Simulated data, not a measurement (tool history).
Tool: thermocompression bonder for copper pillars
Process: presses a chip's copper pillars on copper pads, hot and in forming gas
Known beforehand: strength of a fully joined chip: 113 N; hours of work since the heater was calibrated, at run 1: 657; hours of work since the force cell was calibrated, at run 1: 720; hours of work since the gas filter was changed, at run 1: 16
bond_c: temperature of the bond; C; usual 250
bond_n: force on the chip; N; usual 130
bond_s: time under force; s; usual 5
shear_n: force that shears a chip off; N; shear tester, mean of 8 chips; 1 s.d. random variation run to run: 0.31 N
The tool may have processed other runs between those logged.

| run | hour | bond_c | bond_n | bond_s | hours of work since the heater was calibrated | hours of work since the force cell was calibrated | hours of work since the gas filter was changed | shear_n |
|---|---|---|---|---|---|---|---|---|
| 1 | 0 | 250 | 130 | 5 | 657 | 720 | 16 | 50.9 |
| 2 | 20 | 250 | 130 | 5 | 668 | 731 | 28 | 50.3 |
| 3 | 53.3 | 250 | 130 | 8 | 688 | 751 | 47 | 58.8 |
| 4 | 72.4 | 250 | 130 | 8 | 699 | 762 | 58 | 58.5 |
| 5 | 97.5 | 250 | 130 | 8 | 713 | 776 | 73 | 58.7 |
| 6 | 125.4 | 250 | 130 | 8 | 730 | 793 | 89 | 58.6 |
| 7 | 163.6 | 250 | 130 | 8 | 752 | 815 | 111 | 58.4 |
| 8 | 188 | 250 | 130 | 4 | 766 | 829 | 125 | 45.7 |
| 9 | 223 | 250 | 130 | 4 | 786 | 849 | 146 | 45.6 |
| 10 | 254 | 250 | 130 | 4 | 804 | 867 | 164 | 45.2 |
| 11 | 292.4 | 250 | 130 | 4 | 827 | 890 | 186 | 44.8 |
| 12 | 330.9 | 250 | 130 | 4 | 849 | 912 | 208 | 45.5 |
| 13 | 350.2 | 250 | 130 | 5 | 860 | 923 | 220 | 48.5 |
| 14 | 367.8 | 250 | 165 | 5 | 870 | 934 | 230 | 62 |
| 15 | 389 | 249 | 165 | 7 | 883 | 946 | 242 | 67.4 |
| 16 | 406 | 233 | 166 | 7 | 893 | 956 | 252 | 57.5 |
| 17 | 425.8 | 275 | 114 | 3 | 904 | 967 | 264 | 46.2 |
| 18 | 454.3 | 238 | 93 | 5 | 921 | 984 | 280 | 27.7 |

Forecast run 19:
| 19 | 471.8 | 225 | 93 | 5 | 931 | 994 | 290 | ? |

{"run 19": {"shear_n": 22.4}}
With the hidden condition absent and the run-to-run variation left alone, this run would have shown shear_n 20.4 N.

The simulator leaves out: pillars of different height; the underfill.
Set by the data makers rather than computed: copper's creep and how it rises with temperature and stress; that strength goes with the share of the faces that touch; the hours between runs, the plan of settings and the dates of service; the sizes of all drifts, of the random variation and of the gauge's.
